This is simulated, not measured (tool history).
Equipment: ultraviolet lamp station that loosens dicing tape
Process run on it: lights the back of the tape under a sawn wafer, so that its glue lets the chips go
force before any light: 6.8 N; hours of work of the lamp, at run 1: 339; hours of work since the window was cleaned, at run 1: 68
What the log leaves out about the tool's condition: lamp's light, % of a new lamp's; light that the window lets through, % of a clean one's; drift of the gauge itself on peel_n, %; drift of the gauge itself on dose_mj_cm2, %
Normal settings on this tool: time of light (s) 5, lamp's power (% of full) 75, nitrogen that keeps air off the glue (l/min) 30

| run | hour | time of light (s) | lamp's power (% of full) | nitrogen that keeps air off the glue (l/min) | hours of work of the lamp | hours of work since the window was cleaned | force that peels the tape off (N) | light that reached the tape (mJ/cm2) |
|---|---|---|---|---|---|---|---|---|
| 1 | 0 | 5 | 75 | 30 | 339 | 68 | 0.479 | 375 |
| 2 | 69.5 | 5 | 75 | 30 | 378 | 107 | 0.517 | 371 |
| 3 | 120.2 | 5 | 75 | 30 | 406 | 134 | 0.521 | 365 |
| 4 | 189.2 | 5 | 75 | 30 | 444 | 173 | 0.567 | 357 |
| 5 | 231.9 | 5 | 75 | 10 | 467 | 196 | 1.286 | 352 |
| 6 | 270.4 | 5 | 75 | 10 | 488 | 217 | 1.319 | 356 |
| 7 | 322.7 | 5 | 75 | 30 | 517 | 246 | 0.592 | 345 |
| 8 | 351.8 | 5 | 84 | 30 | 533 | 262 | 0.467 | 380 |
| 9 | 405.4 | 5 | 84 | 30 | 563 | 292 | 0.475 | 372 |
| 10 | 447.1 | 5 | 84 | 30 | 586 | 315 | 0.495 | 374 |
| 11 | 484 | 6 | 75 | 30 | 606 | 335 | 0.432 | 391 |
| 12 | 519.4 | 6 | 75 | 30 | 626 | 355 | 0.44 | 391 |
|  | 523.7 | window cleaned of glue's vapour |
| 13 | 570.9 | 6 | 75 | 30 | 654 | 26 | 0.481 | 375 |
| 14 | 601.7 | 6 | 75 | 30 | 671 | 43 | 0.496 | 377 |
| 15 | 642.6 | 5 | 75 | 30 | 693 | 66 | 0.759 | 311 |
| 16 | 700.1 | 5 | 75 | 30 | 725 | 97 | 0.764 | 307 |
| 17 | 733.5 | 5 | 75 | 30 | 744 | 116 | 0.783 | 301 |
| 18 | 773.6 | 5 | 75 | 30 | 766 | 138 | 0.818 | 297 |
| 19 | 817.6 | 5 | 75 | 17 | 790 | 162 | 1.227 | 295 |
| 20 | 876.1 | 5 | 75 | 17 | 822 | 194 | 1.269 | 289 |
|  | 881 | window cleaned of glue's vapour, once more |
| 21 | 921.4 | 5 | 75 | 17 | 847 | 22 | 0.915 | 349 |
| 22 | 951 | 2 | 73 | 17 | 863 | 39 | 3.196 | 133 |
| 23 | 1018 | 2 | 73 | 17 | 900 | 76 | 3.113 | 133 |
| 24 | 1061.1 | 9 | 90 | 21 | 924 | 99 | 0.17 | 713 |
| 25 | 1123.4 | 7 | 77 | 38 | 958 | 134 | 0.239 | 465 |
| 26 | 1172.5 | 8 | 63 | 41 | 985 | 161 | 0.283 | 431 |
| 27 | 1232.2 | 3 | 68 | 47 | 1018 | 194 | 1.58 | 169 |
| 28 | 1292.2 | 10 | 88 | 47 | 1051 | 227 | 0.119 | 721 |
| 29 | 1355.2 | 5 | 76 | 14 | 1086 | 262 | 1.278 | 305 |
| 30 | 1406.7 | 5 | 76 | 14 | 1115 | 290 | 1.294 | 305 |
| 31 | 1441.1 | 5 | 76 | 14 | 1134 | 309 | 1.316 | 304 |
| 32 | 1487.9 | 5 | 76 | 14 | 1159 | 335 | 1.38 | 300 |
|  | 1544.9 | window cleaned of glue's vapour |
| 33 | 1547.4 | 4 | 77 | 30 | 1192 | 1 | 1.064 | 263 |
| 34 | 1590.2 | 4 | 77 | 30 | 1216 | 25 | 1.056 | 262 |
| 35 | 1640.7 | 5 | 68 | 40 | 1243 | 53 | 0.736 | 281 |
|  | 1682.8 | lamp changed |
| 36 | 1704.6 | 6 | 69 | 13 | 12 | 88 | 0.73 | 439 |
| 37 | 1757.8 | 6 | 69 | 13 | 41 | 117 | 0.738 | 433 |
| 38 | 1803.8 | 7 | 61 | 30 | 67 | 142 | 0.346 | 447 |
| 39 | 1844.3 | 7 | 61 | 51 | 89 | 165 | 0.228 | 439 |
| 40 | 1877.2 | 9 | 69 | 30 | 107 | 183 | 0.161 | 629 |
| 41 | 1936.7 | 9 | 69 | 30 | 140 | 216 | 0.156 | 616 |
| 42 | 2005.6 | 6 | 86 | 42 | 178 | 254 | 0.187 | 499 |

What if the next run were any one of these 5? Each begins from the tool's condition after run 42:
| A | 2060.6 | 2 | 99 | 35 | 208 | 284 | ? | ? |
| B | 2060.6 | 2 | 86 | 42 | 208 | 284 | ? | ? |
| C | 2060.6 | 6 | 83 | 12 | 208 | 284 | ? | ? |
| D | 2060.6 | 6 | 86 | 13 | 208 | 284 | ? | ? |
| E | 2060.6 | 8 | 81 | 35 | 208 | 284 | ? | ? |

| run | force that peels the tape off (N) | light that reached the tape (mJ/cm2) |
|---|---|---|
| A | 1.551 | 190 |
| B | 1.712 | 167 |
| C | 0.655 | 473 |
| D | 0.548 | 501 |
| E | 0.158 | 621 |
With no hidden state in the tool, these same runs would have given:
| run | force that peels the tape off (N) | light that reached the tape (mJ/cm2) |
|---|---|---|
| A | 1.254 | 219 |
| B | 1.404 | 192 |
| C | 0.482 | 544 |
| D | 0.401 | 576 |
| E | 0.134 | 714 |
